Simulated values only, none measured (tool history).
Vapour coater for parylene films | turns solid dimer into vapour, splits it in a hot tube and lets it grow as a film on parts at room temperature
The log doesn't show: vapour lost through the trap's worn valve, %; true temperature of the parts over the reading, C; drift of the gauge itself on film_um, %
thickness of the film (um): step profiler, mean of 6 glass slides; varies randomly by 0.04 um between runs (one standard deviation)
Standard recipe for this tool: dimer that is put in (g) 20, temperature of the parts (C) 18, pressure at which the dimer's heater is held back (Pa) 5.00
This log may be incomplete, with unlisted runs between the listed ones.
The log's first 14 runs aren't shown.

| run | hour | dimer that is put in (g) | temperature of the parts (C) | pressure at which the dimer's heater is held back (Pa) | hours of work since the trap's valve was overhauled | hours of work since the table's thermometer was calibrated | thickness of the film (um) |
|---|---|---|---|---|---|---|---|
| 15 | 168.5 | 20 | 18 | 5.00 | 19 | 380 | 5.70 |
| 16 | 183.7 | 20 | 18 | 5.00 | 28 | 389 | 5.75 |
| 17 | 191.0 | 20 | 18 | 5.00 | 32 | 393 | 5.67 |
| 18 | 201.8 | 20 | 18 | 5.00 | 38 | 399 | 5.75 |
| 19 | 210.7 | 18 | 29 | 5.38 | 44 | 404 | 2.94 |
| 20 | 226.3 | 13 | 29 | 5.38 | 52 | 413 | 2.19 |
| 21 | 239.0 | 13 | 29 | 5.38 | 60 | 421 | 2.14 |
| 22 | 253.3 | 10 | 13 | 6.34 | 68 | 429 | 3.35 |
| 23 | 268.6 | 31 | 17 | 2.87 | 77 | 438 | 10.40 |
| 24 | 281.6 | 17 | 24 | 4.95 | 84 | 445 | 3.60 |
| 25 | 297.7 | 32 | 24 | 4.95 | 93 | 454 | 6.74 |
| 26 | 305.1 | 24 | 29 | 11.89 | 98 | 459 | 3.31 |
| 27 | 314.6 | 24 | 29 | 11.89 | 103 | 464 | 3.32 |
| 28 | 322.8 | 24 | 10 | 5.46 | 108 | 469 | 9.55 |
| 29 | 336.0 | 20 | 15 | 4.25 | 115 | 476 | 6.65 |

What will run 30 give?
| 30 | 348.6 | 20 | 15 | 4.25 | 123 | 484 | ? |

{"run 30": {"thickness of the film (um)": 6.54}}
Take away the tool's hidden state, keep the run-to-run variation as it was, and the same run would have given thickness of the film (um) 6.79.
